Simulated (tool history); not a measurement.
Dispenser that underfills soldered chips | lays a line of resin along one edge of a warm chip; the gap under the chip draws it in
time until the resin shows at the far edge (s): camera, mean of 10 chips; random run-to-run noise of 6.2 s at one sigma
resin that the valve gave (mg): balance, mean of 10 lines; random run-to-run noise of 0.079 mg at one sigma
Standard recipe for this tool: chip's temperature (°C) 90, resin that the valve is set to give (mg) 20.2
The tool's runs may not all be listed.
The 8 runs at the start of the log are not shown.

| run | hour | chip's temperature (°C) | resin that the valve is set to give (mg) | hours of work since the syringe was changed | hours of work since the valve was cleaned | hours of work since the stage was calibrated | time until the resin shows at the far edge (s) | resin that the valve gave (mg) |
|---|---|---|---|---|---|---|---|---|
| 9 | 90.3 | 90 | 18 | 5 | 42 | 216 | 965.3 | 17.35 |
|  | 92.2 | new syringe of resin |
|  | 102.2 | new syringe of resin |
| 10 | 105 | 90 | 18 | 2 | 51 | 225 | 726.7 | 17.32 |
|  | 112.4 | new syringe of resin |
| 11 | 114.4 | 90 | 18 | 1 | 57 | 231 | 673.3 | 17 |
|  | 118.1 | dispensing valve cleaned and set on the balance |
|  | 123.4 | new syringe of resin |
| 12 | 124.8 | 90 | 20.2 | 1 | 4 | 237 | 656.7 | 19.97 |
|  | 132.9 | new syringe of resin |
| 13 | 135.8 | 90 | 20.2 | 2 | 11 | 244 | 713.2 | 20.06 |
|  | 142.1 | new syringe of resin |
| 14 | 149.7 | 90 | 20.2 | 5 | 20 | 254 | 936.6 | 19.88 |
|  | 151.8 | new syringe of resin |
|  | 161.8 | new syringe of resin |
| 15 | 162.6 | 77 | 20.2 | 1 | 29 | 262 | 1010.4 | 19.75 |
|  | 171.2 | new syringe of resin |
| 16 | 176.5 | 90 | 24.9 | 4 | 38 | 271 | 807.3 | 24.16 |
|  | 180.9 | new syringe of resin |
| 17 | 185 | 90 | 26.1 | 3 | 43 | 276 | 734.9 | 25.03 |
|  | 190.8 | new syringe of resin |
| 18 | 191.7 | 104 | 18.9 | 1 | 47 | 280 | 393.1 | 18.21 |
|  | 200.5 | new syringe of resin |
| 19 | 200.5 | 77 | 17.3 | 0 | 53 | 286 | 1031.2 | 16.55 |
| 20 | 207.3 | 77 | 17.3 | 4 | 58 | 291 | 1508.8 | 16.33 |
|  | 210.2 | new syringe of resin |
|  | 211.2 | dispensing valve cleaned and set on the balance |
|  | 221.2 | new syringe of resin |
| 21 | 221.2 | 90 | 23.7 | 0 | 6 | 299 | 578.3 | 23.5 |
|  | 231.1 | new syringe of resin |
| 22 | 234.2 | 90 | 18.3 | 2 | 15 | 307 | 723.9 | 18.05 |
|  | 240.5 | new syringe of resin |
| 23 | 246.3 | 76 | 20 | 4 | 23 | 315 | 1404.5 | 19.49 |
|  | 250.4 | new syringe of resin |
| 24 | 256.1 | 105 | 20.9 | 4 | 29 | 321 | 492.6 | 20.23 |
|  | 260.7 | new syringe of resin |
| 25 | 265.5 | 105 | 20.9 | 3 | 35 | 327 | 476.9 | 20.16 |
|  | 270.2 | new syringe of resin |
| 26 | 272.5 | 80 | 23.6 | 1 | 40 | 332 | 939.4 | 22.61 |
|  | 280.2 | new syringe of resin |
| 27 | 286 | 101 | 24 | 4 | 48 | 341 | 551.7 | 22.93 |
|  | 290.1 | new syringe of resin |
|  | 300.1 | new syringe of resin |
| 28 | 301 | 88 | 18.1 | 1 | 58 | 350 | 683.6 | 17.09 |
|  | 304.1 | dispensing valve cleaned and set on the balance |
|  | 311.1 | new syringe of resin |
| 29 | 315.6 | 76 | 21.1 | 3 | 7 | 359 | 1301.5 | 20.97 |
|  | 320.5 | new syringe of resin |
| 30 | 324.6 | 88 | 23.2 | 3 | 13 | 365 | 791.2 | 22.91 |
|  | 330.1 | new syringe of resin |
| 31 | 331.5 | 82 | 17.3 | 1 | 18 | 369 | 888.9 | 16.97 |
|  | 339.8 | new syringe of resin |
| 32 | 342.5 | 82 | 17.3 | 2 | 25 | 376 | 965 | 16.95 |
|  | 349.6 | new syringe of resin |
| 33 | 351.4 | 88 | 18.7 | 1 | 30 | 382 | 732.3 | 18.09 |

Consider 3 possible next runs. They are alternatives, not a sequence: every one starts from the tool as it was left by run 33. What does each give?
|  | 359.7 | new syringe of resin |
| A | 362.3 | 88 | 23.5 | 2 | 38 | 389 | ? | ? |
|  | 359.7 | new syringe of resin |
| B | 362.3 | 94 | 20.2 | 2 | 38 | 389 | ? | ? |
|  | 359.7 | new syringe of resin |
| C | 362.3 | 88 | 18.4 | 2 | 38 | 389 | ? | ? |

| run | time until the resin shows at the far edge (s) | resin that the valve gave (mg) |
|---|---|---|
| A | 720.1 | 22.68 |
| B | 591.3 | 19.51 |
| C | 765.2 | 17.67 |
The same runs, with their run-to-run variation unchanged, on a tool lacking any hidden condition would have given:
| run | time until the resin shows at the far edge (s) | resin that the valve gave (mg) |
|---|---|---|
| A | 651 | 23.44 |
| B | 532.1 | 20.16 |
| C | 687.6 | 18.27 |

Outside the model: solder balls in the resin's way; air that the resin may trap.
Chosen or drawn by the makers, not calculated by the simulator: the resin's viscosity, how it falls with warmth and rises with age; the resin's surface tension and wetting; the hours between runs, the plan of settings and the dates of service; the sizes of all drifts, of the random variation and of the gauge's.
